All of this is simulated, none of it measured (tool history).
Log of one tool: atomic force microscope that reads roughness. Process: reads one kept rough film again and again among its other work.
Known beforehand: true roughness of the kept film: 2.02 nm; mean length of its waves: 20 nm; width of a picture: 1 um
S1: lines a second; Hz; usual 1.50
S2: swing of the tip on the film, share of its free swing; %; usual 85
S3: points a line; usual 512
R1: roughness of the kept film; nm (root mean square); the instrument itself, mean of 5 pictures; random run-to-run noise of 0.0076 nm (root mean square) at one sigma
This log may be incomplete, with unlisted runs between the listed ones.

run      day    S1  S2   S3     R1
  1    0.000  1.50  85  512  1.604
  2    3.333  1.50  85  512  1.465
  3    5.842  1.50  85  512  1.398
  4    7.779  1.50  80  512  1.348
  5   10.433  1.50  85  300  1.235
  6   12.296  1.50  85  300  1.192
      12.975  -- new tip fitted
  7   15.638  1.50  85  300  1.475
  8   18.025  1.50  85  300  1.387
  9   21.312  1.50  85  512  1.310
 10   23.204  1.50  85  512  1.246
      25.875  -- new tip fitted
 11   26.421  1.50  85  512  1.578
 12   28.342  1.50  56  512  1.624
 13   30.121  1.50  57  512  1.540
 14   32.312  1.50  57  512  1.452
 15   34.225  1.50  57  512  1.390
 16   37.342  1.50  85  512  1.212
      38.700  -- new tip fitted
 17   39.925  1.50  85  512  1.533
 18   42.529  1.50  85  430  1.432
 19   44.846  1.50  85  430  1.355
 20   47.608  2.77  85  430  1.177
 21   49.392  2.77  85  430  1.124
      51.529  -- new tip fitted
 22   52.388  2.77  85  430  1.433
 23   54.650  2.77  85  430  1.370
 24   57.862  2.15  62  380  1.402
 25   60.658  2.15  62  380  1.323
 26   63.679  3.58  83  335  1.070
      64.396  -- new tip fitted
 27   66.775  1.50  74  512  1.540
 28   68.454  2.39  62  356  1.475
 29   69.871  2.51  85  892  1.323
 30   71.329  1.16  85  368  1.347
 31   73.600  1.94  66  471  1.318
      73.925  -- height scale calibrated on a step standard
 32   76.529  1.59  68  471  1.256
      77.183  -- new tip fitted
 33   79.567  2.48  61  471  1.524
 34   82.004  2.20  65  471  1.446
 35   83.775  0.63  80  332  1.383
 36   86.338  1.15  81  602  1.292
 37   88.917  0.88  76  602  1.253
      89.617  -- height scale calibrated on a step standard, once more
      90.088  -- new tip fitted
 38   90.446  2.28  80  502  1.549
 39   93.617  2.28  67  695  1.507
 40   95.292  1.50  85  652  1.402
 41   97.454  1.50  85  652  1.321
 42   99.604  0.58  79  723  1.353
 43  102.054  1.69  62  590  1.274
     102.817  -- new tip fitted
 44  104.871  1.69  62  590  1.611
 45  107.912  1.08  77  646  1.479
 46  110.871  0.75  58  751  1.424

Each row is a separate what-if for the run after 46, all from the same tool condition, not one after another. Results?
  A  112.796  2.04  58  751   ?
  B  112.796  0.97  62  751   ?
  C  112.796  3.50  64  264   ?
  D  112.796  1.50  60  462   ?
  E  112.796  0.88  88  630   ?

run     R1
  A  1.340
  B  1.352
  C  1.268
  D  1.330
  E  1.304
With no hidden state in the tool, these same runs would have given:
run     R1
  A  1.713
  B  1.727
  C  1.620
  D  1.701
  E  1.665

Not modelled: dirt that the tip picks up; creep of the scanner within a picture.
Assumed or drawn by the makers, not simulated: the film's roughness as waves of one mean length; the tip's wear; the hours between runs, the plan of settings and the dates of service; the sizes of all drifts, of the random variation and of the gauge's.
